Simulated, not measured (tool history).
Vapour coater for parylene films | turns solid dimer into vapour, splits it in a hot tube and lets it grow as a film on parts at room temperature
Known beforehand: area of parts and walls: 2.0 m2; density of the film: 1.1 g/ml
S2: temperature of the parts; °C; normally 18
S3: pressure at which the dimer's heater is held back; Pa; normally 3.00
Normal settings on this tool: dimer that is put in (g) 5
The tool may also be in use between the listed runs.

Run 1, hour 0.0: usual settings. Result: thickness of the film (um) 1.55.
Run 2, hour 29.6: usual settings. Result: thickness of the film (um) 1.50.
Run 3, hour 75.7: usual settings. Result: thickness of the film (um) 1.52.
Run 4, hour 121.5: usual settings but S3 2.31 Pa. Result: thickness of the film (um) 1.56.
Run 5, hour 164.6: usual settings but S3 2.31 Pa. Result: thickness of the film (um) 1.56.
Run 6, hour 207.6: usual settings but S3 2.03 Pa. Result: thickness of the film (um) 1.59.
Run 7, hour 231.3: usual settings but S3 2.03 Pa. Result: thickness of the film (um) 1.61.
Run 8, hour 258.7: usual settings. Result: thickness of the film (um) 1.49.
Run 9, hour 296.8: usual settings but S3 4.66 Pa. Result: thickness of the film (um) 1.35.
Run 10, hour 339.5: usual settings but S2 13 °C. Result: thickness of the film (um) 1.68.
Run 11, hour 371.9: usual settings. Result: thickness of the film (um) 1.42.
Run 12, hour 406.2: usual settings. Result: thickness of the film (um) 1.49.
Run 13, hour 438.1: usual settings but S3 8.42 Pa. Result: thickness of the film (um) 1.21.
Run 14, hour 472.5: usual settings but S3 8.42 Pa. Result: thickness of the film (um) 1.22.
Run 15, hour 492.6: usual settings. Result: thickness of the film (um) 1.41.
Run 16, hour 538.4: usual settings. Result: thickness of the film (um) 1.40.
Run 17, hour 563.6: usual settings but S2 12 °C. Result: thickness of the film (um) 1.86.
Run 18, hour 593.4: usual settings but dimer that is put in (g) 3, S3 5.36 Pa. Result: thickness of the film (um) 0.83.
Run 19, hour 635.1: usual settings but dimer that is put in (g) 3, S2 29 °C, S3 6.44 Pa. Result: thickness of the film (um) 0.61.
Run 20, hour 671.4: usual settings but dimer that is put in (g) 3, S2 14 °C, S3 7.51 Pa. Result: thickness of the film (um) 0.85.
Run 21, hour 716.6: usual settings but dimer that is put in (g) 4, S2 22 °C, S3 3.66 Pa. Result: thickness of the film (um) 1.09.
Run 22, hour 740.2: usual settings but dimer that is put in (g) 7, S2 16 °C, S3 3.66 Pa. Result: thickness of the film (um) 2.18.
Run 23, hour 772.2: usual settings but dimer that is put in (g) 7, S2 16 °C, S3 3.66 Pa. Result: thickness of the film (um) 2.18.
Run 24, hour 802.1: usual settings but dimer that is put in (g) 7, S2 28 °C, S3 8.70 Pa. Result: thickness of the film (um) 1.37.
Run 25, hour 844.5: usual settings but dimer that is put in (g) 7, S2 13 °C, S3 8.70 Pa. Result: thickness of the film (um) 2.00.
Run 26, hour 869.1: usual settings but dimer that is put in (g) 7, S2 13 °C, S3 8.70 Pa. Result: thickness of the film (um) 2.00.
Run 27, hour 905.6: usual settings but dimer that is put in (g) 3, S2 13 °C, S3 2.75 Pa. Result: thickness of the film (um) 1.04.
Run 28, hour 945.7: usual settings but dimer that is put in (g) 3, S2 13 °C, S3 2.75 Pa. Result: thickness of the film (um) 1.04.
Run 29, hour 979.5: usual settings but S2 14 °C. Result: thickness of the film (um) 1.66.
Run 30, hour 999.8: usual settings but S3 2.82 Pa. Result: thickness of the film (um) 1.54.
Run 31, hour 1034.6: usual settings but dimer that is put in (g) 4, S2 22 °C, S3 2.80 Pa. Result: thickness of the film (um) 1.12.

Removed from this log: 1 entry logged between the listed runs. Between which two listed runs does each belong, and how does the tool's hidden state at the listed run before it compare with that at the listed run after it?
Logged between run 16 and run 17: trap's valve overhauled (hour 545.2)
  vapour lost through the trap's worn valve, %: 9.9 -> 0.3; true temperature of the parts over the reading, C: -0.54 -> -0.55
  measured less the result without the state, thickness of the film (um): -0.13 -> +0.02
